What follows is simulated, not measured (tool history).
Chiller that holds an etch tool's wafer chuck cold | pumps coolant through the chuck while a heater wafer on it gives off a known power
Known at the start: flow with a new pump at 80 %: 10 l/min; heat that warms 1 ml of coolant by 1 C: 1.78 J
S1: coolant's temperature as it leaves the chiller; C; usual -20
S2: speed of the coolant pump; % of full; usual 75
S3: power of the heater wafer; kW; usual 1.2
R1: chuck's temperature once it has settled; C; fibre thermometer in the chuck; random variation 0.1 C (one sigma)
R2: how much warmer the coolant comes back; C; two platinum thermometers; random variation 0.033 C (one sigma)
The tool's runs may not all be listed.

run 1 hour=0 | S1=-20 S2=75 S3=1.2 | R1=-2.2 R2=4.56
run 2 hour=76.8 | S1=-20 S2=88 S3=1.2 | R1=-3.6 R2=3.91
run 3 hour=139.2 | S1=-20 S2=75 S3=1.2 | R1=-2.1 R2=4.56
run 4 hour=179.1 | S1=-20 S2=75 S3=1.2 | R1=-2 R2=4.52
run 5 hour=241.3 | S1=-13 S2=75 S3=1.2 | R1=4.9 R2=4.6
run 6 hour=291.2 | S1=-23 S2=75 S3=1.2 | R1=-5.2 R2=4.56
run 7 hour=330 | S1=-20 S2=75 S3=1.2 | R1=-2 R2=4.6
run 8 hour=370.8 | S1=-20 S2=75 S3=1.2 | R1=-2.2 R2=4.54
run 9 hour=453.3 | S1=-20 S2=75 S3=1.2 | R1=-2 R2=4.65
run 10 hour=499.3 | S1=-20 S2=75 S3=1.276 | R1=-0.7 R2=4.94
run 11 hour=571.2 | S1=-20 S2=83 S3=1.2 | R1=-2.7 R2=4.21
run 12 hour=618.4 | S1=-20 S2=97 S3=0.981 | R1=-6.7 R2=2.9
run 13 hour=685.2 | S1=-17 S2=75 S3=0.604 | R1=-7.7 R2=2.33
run 14 hour=769 | S1=-15 S2=94 S3=0.813 | R1=-3.9 R2=2.54
run 15 hour=855.1 | S1=-15 S2=94 S3=0.813 | R1=-3.6 R2=2.47
run 16 hour=945.1 | S1=-15 S2=94 S3=1.092 | R1=0.2 R2=3.41
run 17 hour=1034.4 | S1=-11 S2=75 S3=1.2 | R1=7.4 R2=4.7
run 18 hour=1118 | S1=-12 S2=75 S3=1.2 | R1=6.5 R2=4.65
run 19 hour=1193.2 | S1=-14 S2=93 S3=0.643 | R1=-4.9 R2=2.08
run 20 hour=1256.5 | S1=-14 S2=93 S3=0.643 | R1=-5.1 R2=2.03
run 21 hour=1326.3 | S1=-23 S2=93 S3=1.355 | R1=-4 R2=4.29
run 22 hour=1396.3 | S1=-21 S2=81 S3=0.91 | R1=-7.4 R2=3.29

3 ways to go on from here, each from the tool as it stands after run 22. What would each give?
run A hour=1447.7 | S1=-17 S2=75 S3=1.683 | R1=? R2=?
run B hour=1447.7 | S1=-21 S2=93 S3=1.573 | R1=? R2=?
run C hour=1447.7 | S1=-21 S2=81 S3=1.593 | R1=? R2=?

run=A R1=9.2 R2=6.62
run=B R1=1 R2=4.97
run=C R1=2.9 R2=5.77
Without the tool's hidden state the same runs would have given:
run=A R1=5.1 R2=6.08
run=B R1=-2.5 R2=4.57
run=C R1=-0.9 R2=5.31

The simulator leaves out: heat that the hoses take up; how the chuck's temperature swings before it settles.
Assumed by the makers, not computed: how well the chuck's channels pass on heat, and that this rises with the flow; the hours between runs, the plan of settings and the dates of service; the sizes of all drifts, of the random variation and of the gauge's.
